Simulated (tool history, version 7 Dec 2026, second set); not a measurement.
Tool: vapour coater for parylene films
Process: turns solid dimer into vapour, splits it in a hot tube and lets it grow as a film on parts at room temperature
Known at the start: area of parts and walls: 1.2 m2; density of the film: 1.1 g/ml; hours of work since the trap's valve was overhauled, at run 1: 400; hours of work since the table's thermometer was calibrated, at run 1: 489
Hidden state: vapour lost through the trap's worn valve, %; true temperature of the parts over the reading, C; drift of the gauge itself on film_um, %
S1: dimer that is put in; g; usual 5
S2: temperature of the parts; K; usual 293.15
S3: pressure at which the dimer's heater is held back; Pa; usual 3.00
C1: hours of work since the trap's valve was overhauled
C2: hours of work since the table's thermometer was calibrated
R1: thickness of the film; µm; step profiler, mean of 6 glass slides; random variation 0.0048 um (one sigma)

run,hour,S1,S2,S3,C1,C2,R1
1,0.0,5,293.15,3.00,400,489,2.227
2,9.9,5,293.15,3.00,405,494,2.216
3,33.6,5,293.15,3.00,418,507,2.218
4,46.8,5,293.15,3.00,425,513,2.210
5,60.9,5,293.15,3.00,432,521,2.209
6,76.0,5,293.15,3.00,440,528,2.215
7,95.8,7,291.15,3.00,450,539,3.394
8,112.8,7,291.15,3.00,459,547,3.378
9,136.7,6,293.15,9.87,471,560,2.354
10,156.5,5,289.15,8.36,481,570,2.375
11,166.6,5,288.15,6.39,486,575,2.555
# hour 180.3: trap's valve overhauled
12,193.6,4,292.15,6.39,7,587,1.790

Forecast each of these 4 alternatives for the next run:
A,211.8,3,290.15,6.60,16,597,?
B,211.8,4,292.15,2.81,16,597,?
C,211.8,7,293.15,3.00,16,597,?
D,211.8,2,293.15,2.24,16,597,?

run,R1
A,1.460
B,1.938
C,3.230
D,0.951
Without the tool's hidden state the same runs would have given:
run,R1
A,1.429
B,1.897
C,3.161
D,0.931

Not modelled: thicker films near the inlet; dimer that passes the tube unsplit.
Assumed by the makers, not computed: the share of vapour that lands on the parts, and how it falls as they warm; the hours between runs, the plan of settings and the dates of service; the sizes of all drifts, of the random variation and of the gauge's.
